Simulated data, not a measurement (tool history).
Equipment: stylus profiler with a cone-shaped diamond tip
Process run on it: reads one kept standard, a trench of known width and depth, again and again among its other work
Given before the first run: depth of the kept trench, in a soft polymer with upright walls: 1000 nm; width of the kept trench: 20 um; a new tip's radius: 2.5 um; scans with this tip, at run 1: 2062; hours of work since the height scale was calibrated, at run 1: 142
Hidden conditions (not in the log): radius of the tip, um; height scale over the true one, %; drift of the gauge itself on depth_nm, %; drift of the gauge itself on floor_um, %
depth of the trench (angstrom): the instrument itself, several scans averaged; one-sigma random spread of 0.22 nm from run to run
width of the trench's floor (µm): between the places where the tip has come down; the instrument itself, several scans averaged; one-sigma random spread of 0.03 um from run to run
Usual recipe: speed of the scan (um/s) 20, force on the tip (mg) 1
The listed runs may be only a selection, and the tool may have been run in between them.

run,hour,speed of the scan (um/s),force on the tip (mg),scans with this tip,hours of work since the height scale was calibrated,depth of the trench (angstrom),width of the trench's floor (µm)
1,0,20,1,2062,142,10050.9,15.46
2,25.7,20,1,2306,158,10054.3,15.51
3,53.3,20,1,2568,176,10048.5,15.38
4,74.1,20,1,2765,190,10050.1,15.32
5,108.7,20,1.56,3094,213,10070.5,15.3
6,139.9,35,1,3389,233,10052.8,15.19
7,156.7,35,0.41,3548,244,10035.3,14.93
8,173.2,35,0.41,3704,255,10037.8,14.98
9,204.1,35,0.41,3998,275,10034.3,14.82
10,239,35,0.41,4329,297,10036.5,14.76
11,267.6,20,1,4600,316,10058.1,14.96
12,290.8,16,1,4820,331,10054.6,14.99
13,309.2,16,1,4995,343,10058.2,14.92
14,324.7,9,1,5142,353,10056.4,14.91
15,342.1,65,1,5307,365,10058.2,14.56
16,363.7,10,1.26,5511,379,10065.3,14.85
17,392.4,10,2.85,5783,397,10106.3,14.8
18,408.4,10,2.85,5936,408,10102,14.81
19,430.5,10,2.85,6144,422,10102.1,14.71
20,463.1,22,1.68,6454,444,10079.1,14.67
21,478.6,22,1.68,6600,454,10075.2,14.57
22,511.4,22,1.68,6912,475,10074.4,14.52
23,531.6,22,1.68,7104,488,10081.3,14.48
24,565.6,9,1.07,7426,510,10064.7,14.53
25,600.5,9,1.07,7757,533,10062.4,14.42
26,625.7,23,2.59,7996,550,10098,14.33
27,648.9,47,2.64,8216,565,10104.4,14.2

Here are 3 independent what-if runs from the current tool condition. What would each one return?
A,666.1,30,0.61,8379,576,?,?
B,666.1,9,1,8379,576,?,?
C,666.1,26,1.32,8379,576,?,?

run,depth of the trench (angstrom),width of the trench's floor (µm)
A,10044.7,14.1
B,10061.7,14.28
C,10071.7,14.2
The same runs, with their run-to-run variation unchanged, on a tool lacking any hidden condition would have given:
run,depth of the trench (angstrom),width of the trench's floor (µm)
A,10027.6,15.72
B,10044.7,15.91
C,10054.6,15.83

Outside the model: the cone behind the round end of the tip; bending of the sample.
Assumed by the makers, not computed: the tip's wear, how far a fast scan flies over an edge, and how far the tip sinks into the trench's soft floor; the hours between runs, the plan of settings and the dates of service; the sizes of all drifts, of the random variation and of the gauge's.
